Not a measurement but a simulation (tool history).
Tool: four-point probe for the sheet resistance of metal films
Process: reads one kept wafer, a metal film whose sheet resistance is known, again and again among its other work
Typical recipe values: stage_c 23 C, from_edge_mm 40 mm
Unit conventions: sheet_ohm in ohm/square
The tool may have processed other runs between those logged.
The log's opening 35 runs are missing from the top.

run	hour	stage_c	from_edge_mm	sheet_ohm
36	1255.4	30	41	0.261006
37	1293.9	30	41	0.261039
38	1337.1	28	5	0.262556
39	1382.5	25	3	0.265166
40	1408	25	3	0.265097
41	1436.3	32	24	0.260965
42	1475.2	25	5	0.262719
43	1513.7	19	3	0.265514
44	1551.4	19	7	0.262486
45	1591.1	19	7	0.262449

Each row is a separate what-if for the run after 45, all from the same tool condition, not one after another. Results?
A	1625.5	26	44	?
B	1625.5	19	10	?
C	1625.5	21	45	?

run	sheet_ohm
A	0.261235
B	0.262064
C	0.261628
The same runs, with their run-to-run variation unchanged, on a tool lacking any hidden condition would have given:
run	sheet_ohm
A	0.260201
B	0.261027
C	0.260592

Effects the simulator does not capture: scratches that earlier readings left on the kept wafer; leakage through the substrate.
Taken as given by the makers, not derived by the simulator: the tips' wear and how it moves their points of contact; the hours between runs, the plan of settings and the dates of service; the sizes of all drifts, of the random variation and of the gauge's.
